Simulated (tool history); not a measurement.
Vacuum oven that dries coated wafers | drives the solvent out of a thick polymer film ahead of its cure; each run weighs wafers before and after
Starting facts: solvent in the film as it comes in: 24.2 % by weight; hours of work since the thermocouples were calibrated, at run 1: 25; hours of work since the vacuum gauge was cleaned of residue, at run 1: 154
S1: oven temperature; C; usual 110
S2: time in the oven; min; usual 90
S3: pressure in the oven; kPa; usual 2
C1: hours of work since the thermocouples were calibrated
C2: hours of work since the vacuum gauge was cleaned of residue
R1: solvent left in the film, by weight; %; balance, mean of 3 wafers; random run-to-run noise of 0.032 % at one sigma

Run 1, hour 0: usual settings; C1 25; C2 154. Result: R1 2.14 %.
Run 2, hour 7.5: usual settings but S2 59 min; C1 31; C2 160. Result: R1 4.12 %.
Run 3, hour 20.2: usual settings but S2 59 min; C1 40; C2 169. Result: R1 4.13 %.
Run 4, hour 34.1: usual settings but S2 59 min; C1 51; C2 180. Result: R1 4.09 %.
Run 5, hour 43.2: usual settings but S2 59 min; C1 58; C2 187. Result: R1 4.11 %.
At hour 45.7: vacuum gauge cleaned of residue and calibrated.
Run 6, hour 59.5: usual settings but S3 3.5 kPa; C1 69; C2 10. Result: R1 2.82 %.
Run 7, hour 67.2: usual settings; C1 75; C2 16. Result: R1 2.25 %.
Run 8, hour 73.4: usual settings but S1 113 C, S2 145 min; C1 79; C2 21. Result: R1 1.01 %.
Run 9, hour 80.2: usual settings but S1 114 C; C1 85; C2 26. Result: R1 1.46 %.
Run 10, hour 95.3: usual settings but S1 114 C; C1 96; C2 38. Result: R1 1.48 %.
Run 11, hour 101.7: usual settings but S1 114 C; C1 101; C2 42. Result: R1 1.48 %.
Run 12, hour 116.8: usual settings but S1 114 C; C1 112; C2 54. Result: R1 1.52 %.
At hour 131.5: vacuum gauge cleaned of residue and calibrated, once more.
Run 13, hour 131.8: usual settings but S1 123 C, S2 50 min, S3 7.72 kPa; C1 123; C2 0. Result: R1 3.01 %.

The same runs without the tool's hidden state, with the same run-to-run variation:
Hidden state present: true wafer temperature over the reading, C; true pressure over the reading, kPa; drift of the gauge itself on solvent_pct, %.
run    R1
  1  2.11
  2  4.07
  3  4.08
  4  4.03
  5  4.04
  6  2.74
  7  2.18
  8  0.96
  9   1.4
 10  1.41
 11   1.4
 12  1.44
 13  2.96
